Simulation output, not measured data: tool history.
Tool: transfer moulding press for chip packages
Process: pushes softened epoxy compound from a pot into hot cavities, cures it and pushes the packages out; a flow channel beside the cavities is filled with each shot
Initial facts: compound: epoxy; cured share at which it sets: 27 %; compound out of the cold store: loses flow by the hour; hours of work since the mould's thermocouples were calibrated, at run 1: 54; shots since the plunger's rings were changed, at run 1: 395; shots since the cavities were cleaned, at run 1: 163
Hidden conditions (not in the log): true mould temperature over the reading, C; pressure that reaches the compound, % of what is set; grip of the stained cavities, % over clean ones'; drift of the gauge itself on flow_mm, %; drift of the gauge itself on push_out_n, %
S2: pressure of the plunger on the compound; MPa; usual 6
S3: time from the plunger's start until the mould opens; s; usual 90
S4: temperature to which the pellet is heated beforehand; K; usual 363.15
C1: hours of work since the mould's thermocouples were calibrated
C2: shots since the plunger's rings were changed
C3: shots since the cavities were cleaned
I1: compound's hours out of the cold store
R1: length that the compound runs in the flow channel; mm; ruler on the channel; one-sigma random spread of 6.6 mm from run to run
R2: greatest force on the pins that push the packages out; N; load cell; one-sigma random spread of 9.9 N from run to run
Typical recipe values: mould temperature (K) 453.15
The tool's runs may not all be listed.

Run 1, hour 0: usual settings; C1 54; C2 395; C3 163; I1 26. Result: R1 809 mm, R2 503 N.
Run 2, hour 4.6: usual settings; C1 56; C2 430; C3 198; I1 12.4. Result: R1 893 mm, R2 520 N.
Run 3, hour 14.6: usual settings; C1 60; C2 507; C3 275; I1 20.7. Result: R1 841 mm, R2 558 N.
Run 4, hour 20.2: usual settings but S3 117 s; C1 63; C2 550; C3 318; I1 27.1. Result: R1 791 mm, R2 453 N.
Run 5, hour 28.9: usual settings but S3 117 s; C1 66; C2 616; C3 384; I1 36.1. Result: R1 759 mm, R2 467 N.
Run 6, hour 37.7: usual settings; C1 70; C2 683; C3 451; I1 34.6. Result: R1 761 mm, R2 591 N.
Run 7, hour 47.2: usual settings; C1 74; C2 757; C3 525; I1 25.3. Result: R1 805 mm, R2 599 N.
Run 8, hour 53.5: usual settings but S3 124 s; C1 76; C2 805; C3 573; I1 40.2. Result: R1 730 mm, R2 492 N.
Run 9, hour 59.9: usual settings but S3 76 s; C1 79; C2 854; C3 622; I1 27.3. Result: R1 784 mm, R2 861 N.
Run 10, hour 68.6: usual settings but S4 362.15 K; C1 83; C2 920; C3 688; I1 23.6. Result: R1 818 mm, R2 635 N.
Run 11, hour 73.5: usual settings but S4 362.15 K; C1 85; C2 958; C3 726; I1 24. Result: R1 813 mm, R2 656 N.
Run 12, hour 80.4: usual settings but S4 362.15 K; C1 88; C2 1011; C3 779; I1 19.2. Result: R1 841 mm, R2 613 N.
Run 13, hour 86.3: usual settings but S4 362.15 K; C1 90; C2 1056; C3 824; I1 12. Result: R1 870 mm, R2 669 N.
Run 14, hour 94.1: usual settings but S4 362.15 K; C1 93; C2 1116; C3 884; I1 30. Result: R1 766 mm, R2 632 N.
Run 15, hour 100.1: usual settings; C1 96; C2 1162; C3 930; I1 25.6. Result: R1 797 mm, R2 636 N.
Run 16, hour 107.4: usual settings but mould temperature (K) 445.15, S4 365.15 K; C1 99; C2 1218; C3 986; I1 8.1. Result: R1 920 mm, R2 1211 N.
Run 17, hour 113.4: usual settings but S2 5.13 MPa, S4 354.15 K; C1 101; C2 1264; C3 1032; I1 19.3. Result: R1 770 mm, R2 671 N.
Run 18, hour 118.9: usual settings but S2 5.13 MPa, S4 354.15 K; C1 103; C2 1306; C3 1074; I1 17.7. Result: R1 791 mm, R2 699 N.
At hour 121.7: cavities cleaned with cleaning compound and waxed.
Run 19, hour 124.5: usual settings but S2 6.45 MPa, S3 73 s, S4 353.15 K; C1 105; C2 1338; C3 22; I1 8.9. Result: R1 929 mm, R2 859 N.
Run 20, hour 132.9: usual settings but mould temperature (K) 460.15, S3 70 s, S4 361.15 K; C1 109; C2 1401; C3 85; I1 17.7. Result: R1 824 mm, R2 555 N.
Run 21, hour 139.3: usual settings but mould temperature (K) 458.15, S3 70 s, S4 360.15 K; C1 111; C2 1450; C3 134; I1 35. Result: R1 730 mm, R2 600 N.
Run 22, hour 144.1: usual settings but mould temperature (K) 458.15, S3 70 s, S4 360.15 K; C1 113; C2 1488; C3 172; I1 10.4. Result: R1 874 mm, R2 685 N.
Run 23, hour 151.1: usual settings but mould temperature (K) 458.15, S2 5.64 MPa, S3 71 s, S4 357.15 K; C1 116; C2 1541; C3 225; I1 32. Result: R1 737 mm, R2 652 N.
Run 24, hour 158.1: usual settings but mould temperature (K) 458.15, S2 5.64 MPa, S3 71 s, S4 357.15 K; C1 119; C2 1595; C3 279; I1 8.1. Result: R1 846 mm, R2 752 N.
Run 25, hour 167.8: usual settings but mould temperature (K) 459.15, S2 6.62 MPa, S3 71 s, S4 357.15 K; C1 123; C2 1669; C3 353; I1 34.5. Result: R1 781 mm, R2 650 N.
Run 26, hour 177.3: usual settings but mould temperature (K) 459.15, S2 5.64 MPa, S3 86 s, S4 366.15 K; C1 127; C2 1742; C3 426; I1 11.8. Result: R1 837 mm, R2 478 N.
Run 27, hour 184.2: usual settings but mould temperature (K) 455.15, S2 6.52 MPa, S3 100 s; C1 130; C2 1794; C3 478; I1 25.6. Result: R1 819 mm, R2 489 N.
Run 28, hour 193.6: usual settings but mould temperature (K) 455.15, S2 6.52 MPa, S3 100 s; C1 134; C2 1867; C3 551; I1 35.4. Result: R1 774 mm, R2 502 N.
Run 29, hour 202.8: usual settings but mould temperature (K) 460.15, S2 5.3 MPa, S3 84 s, S4 364.15 K; C1 138; C2 1937; C3 621; I1 12.8. Result: R1 792 mm, R2 533 N.

Measured minus without-hidden-state, run by run (identical run-to-run variation in each term; gauge scatter may differ):
run   R1    R2
  1   -5   +47
  2   -5   +56
  3   -6   +78
  4   -6   +72
  5   -6   +84
  6   -7  +115
  7   -8  +129
  8   -8  +112
  9   -9  +199
 10  -10  +157
 11  -10  +165
 12  -12  +161
 13  -12  +179
 14  -11  +176
 15  -13  +179
 16  -15  +346
 17  -14  +197
 18  -13  +207
 19  -17    +8
 20  -15   +28
 21  -14   +46
 22  -18   +65
 23  -15   +77
 24  -18  +102
 25  -17  +107
 26  -19   +94
 27  -20  +101
 28  -20  +110
 29  -20  +125
